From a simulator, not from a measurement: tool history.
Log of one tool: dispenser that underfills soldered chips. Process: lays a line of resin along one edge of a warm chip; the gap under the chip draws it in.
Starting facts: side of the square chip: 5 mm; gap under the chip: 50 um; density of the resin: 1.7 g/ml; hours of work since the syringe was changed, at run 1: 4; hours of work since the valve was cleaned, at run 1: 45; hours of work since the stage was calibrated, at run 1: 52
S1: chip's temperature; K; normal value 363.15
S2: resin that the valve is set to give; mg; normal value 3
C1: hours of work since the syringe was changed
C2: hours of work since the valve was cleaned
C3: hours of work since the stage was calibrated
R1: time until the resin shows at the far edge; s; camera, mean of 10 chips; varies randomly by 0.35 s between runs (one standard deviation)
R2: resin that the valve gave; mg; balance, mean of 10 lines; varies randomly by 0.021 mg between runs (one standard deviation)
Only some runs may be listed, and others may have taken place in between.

run	day	S1	S2	C1	C2	C3	R1	R2
1	0	363.15	3	4	45	52	21.4	2.87
# day 0.15: new syringe of resin
2	0.183	363.15	3	0	48	55	18	2.83
3	0.383	363.15	3.14	3	51	58	19.4	2.96
# day 0.567: new syringe of resin
4	0.588	363.15	3.14	0	54	61	18.2	2.97
5	0.717	363.15	3.14	2	55	63	19.1	2.99
6	0.817	373.15	3.14	4	57	64	14.7	3.01
# day 0.988: new syringe of resin
7	1.033	373.15	3.14	1	60	67	13.3	2.98
8	1.221	363.15	3	3	63	70	20.1	2.84
# day 1.417: new syringe of resin
9	1.417	363.15	2.98	0	65	72	17.6	2.82
10	1.546	357.15	3	2	67	74	22.9	2.87
11	1.746	357.15	3	5	70	77	26	2.8
# day 1.838: new syringe of resin
12	1.879	350.15	3	1	72	79	26.7	2.81
13	2.058	350.15	3	3	75	82	30	2.81
14	2.158	350.15	3	5	76	83	31.8	2.79
# day 2.258: new syringe of resin
15	2.288	350.15	3	0	78	85	27	2.78
16	2.492	363.15	3	3	81	88	19.7	2.76
# day 2.579: dispensing valve cleaned and set on the balance
17	2.679	363.15	3	6	2	90	21	2.96
# day 2.721: new syringe of resin
18	2.796	363.15	2.62	1	3	91	18.5	2.59
19	2.892	363.15	3	3	4	93	19	2.99
20	3.008	353.15	3.49	4	6	95	27.4	3.44
# day 3.138: new syringe of resin
21	3.204	363.15	3.76	1	9	97	17.7	3.74
22	3.354	356.15	2.68	3	11	99	24.9	2.64
23	3.533	373.15	2.68	6	14	102	16.4	2.62
# day 3.562: new syringe of resin
24	3.654	377.15	3	1	15	104	12.1	2.93
25	3.85	359.15	3.57	4	18	107	22.1	3.52
26	3.933	359.15	3.57	5	19	108	23.6	3.5
# day 3.979: new syringe of resin
27	4.1	370.15	3.02	2	22	110	14.9	2.97
28	4.188	356.15	3	3	23	111	24.3	2.91
29	4.354	366.15	3.21	5	25	114	19.5	3.1
# day 4.4: new syringe of resin
30	4.575	368.15	2.62	3	28	117	17.2	2.56
31	4.717	368.15	2.62	5	30	119	18.1	2.51
# day 4.821: new syringe of resin
32	4.846	359.15	3.42	0	32	121	18.8	3.3
33	4.967	359.15	3.42	2	34	122	20.1	3.31
34	5.054	368.15	3.72	3	35	124	16.5	3.59
35	5.2	369.15	3.52	6	37	126	16.9	3.39
# day 5.242: new syringe of resin
36	5.412	371.15	3.02	2	40	129	15	2.91
37	5.529	351.15	3.46	4	42	130	28.9	3.33

Take each entry between the runs: how does the hidden state at the last listed run before it differ from the hidden state at the first listed run after it?
After run 1, before run 2: new syringe of resin (day 0.15)
  resin's viscosity, % of fresh resin's: 120.9 -> 100.8; dose that the valve gives, % of what is set: 96.19 -> 95.99; true chip temperature over the reading, C: 0.14 -> 0.15
  measured result minus the result with no hidden state, R1: +3.7 -> +0.3 s; R2: -0.11 -> -0.12 mg
After run 3, before run 4: new syringe of resin (day 0.567)
  resin's viscosity, % of fresh resin's: 113.1 -> 102.7; dose that the valve gives, % of what is set: 95.72 -> 95.48; true chip temperature over the reading, C: 0.16 -> 0.17
  measured result minus the result with no hidden state, R1: +2.3 -> +0.5 s; R2: -0.14 -> -0.15 mg
After run 6, before run 7: new syringe of resin (day 0.988)
  resin's viscosity, % of fresh resin's: 117.2 -> 104.2; dose that the valve gives, % of what is set: 95.19 -> 94.93; true chip temperature over the reading, C: 0.18 -> 0.2
  measured result minus the result with no hidden state, R1: +2.3 -> +0.6 s; R2: -0.15 -> -0.16 mg
After run 8, before run 9: new syringe of resin (day 1.417)
  resin's viscosity, % of fresh resin's: 116.1 -> 100.2; dose that the valve gives, % of what is set: 94.7 -> 94.45; true chip temperature over the reading, C: 0.21 -> 0.22
  measured result minus the result with no hidden state, R1: +2.8 -> +0.1 s; R2: -0.16 -> -0.16 mg
After run 11, before run 12: new syringe of resin (day 1.838)
  resin's viscosity, % of fresh resin's: 121.3 -> 102.2; dose that the valve gives, % of what is set: 94.04 -> 93.87; true chip temperature over the reading, C: 0.24 -> 0.25
  measured result minus the result with no hidden state, R1: +4.7 -> +0.8 s; R2: -0.18 -> -0.18 mg
After run 14, before run 15: new syringe of resin (day 2.258)
  resin's viscosity, % of fresh resin's: 120.2 -> 101.2; dose that the valve gives, % of what is set: 93.51 -> 93.37; true chip temperature over the reading, C: 0.26 -> 0.27
  measured result minus the result with no hidden state, R1: +5.5 -> +0.5 s; R2: -0.19 -> -0.2 mg
After run 16, before run 17: dispensing valve cleaned and set on the balance (day 2.579)
  resin's viscosity, % of fresh resin's: 114.1 -> 124.2; dose that the valve gives, % of what is set: 93.09 -> 99.74; true chip temperature over the reading, C: 0.28 -> 0.29
  measured result minus the result with no hidden state, R1: +2.6 -> +4 s; R2: -0.21 -> +0 mg
After run 17, before run 18: new syringe of resin (day 2.721)
  resin's viscosity, % of fresh resin's: 124.2 -> 103.6; dose that the valve gives, % of what is set: 99.74 -> 99.6
  measured result minus the result with no hidden state, R1: +4 -> +0.5 s; R2: +0 -> -0.01 mg
After run 20, before run 21: new syringe of resin (day 3.138)
  resin's viscosity, % of fresh resin's: 117 -> 104.3; dose that the valve gives, % of what is set: 99.3 -> 99.07; true chip temperature over the reading, C: 0.31 -> 0.32
  measured result minus the result with no hidden state, R1: +3.8 -> +0.6 s; R2: -0.03 -> -0.04 mg
After run 23, before run 24: new syringe of resin (day 3.562)
  resin's viscosity, % of fresh resin's: 126.4 -> 106.2; dose that the valve gives, % of what is set: 98.61 -> 98.47
  measured result minus the result with no hidden state, R1: +3.4 -> +0.7 s; R2: -0.04 -> -0.05 mg
After run 26, before run 27: new syringe of resin (day 3.979)
  resin's viscosity, % of fresh resin's: 124.9 -> 109.2; dose that the valve gives, % of what is set: 98.13 -> 97.93; true chip temperature over the reading, C: 0.36 -> 0.37
  measured result minus the result with no hidden state, R1: +4.5 -> +1.1 s; R2: -0.07 -> -0.06 mg
After run 29, before run 30: new syringe of resin (day 4.4)
  resin's viscosity, % of fresh resin's: 126.6 -> 110.5; dose that the valve gives, % of what is set: 97.59 -> 97.3; true chip temperature over the reading, C: 0.39 -> 0.4
  measured result minus the result with no hidden state, R1: +4 -> +1.6 s; R2: -0.08 -> -0.07 mg
After run 31, before run 32: new syringe of resin (day 4.821)
  resin's viscosity, % of fresh resin's: 119.8 -> 100.7; dose that the valve gives, % of what is set: 97.14 -> 96.99; true chip temperature over the reading, C: 0.4 -> 0.41
  measured result minus the result with no hidden state, R1: +3 -> -0.1 s; R2: -0.08 -> -0.1 mg
After run 35, before run 36: new syringe of resin (day 5.242)
  resin's viscosity, % of fresh resin's: 123.6 -> 110.3; dose that the valve gives, % of what is set: 96.49 -> 96.25; true chip temperature over the reading, C: 0.43 -> 0.45
  measured result minus the result with no hidden state, R1: +3.2 -> +1.4 s; R2: -0.12 -> -0.11 mg
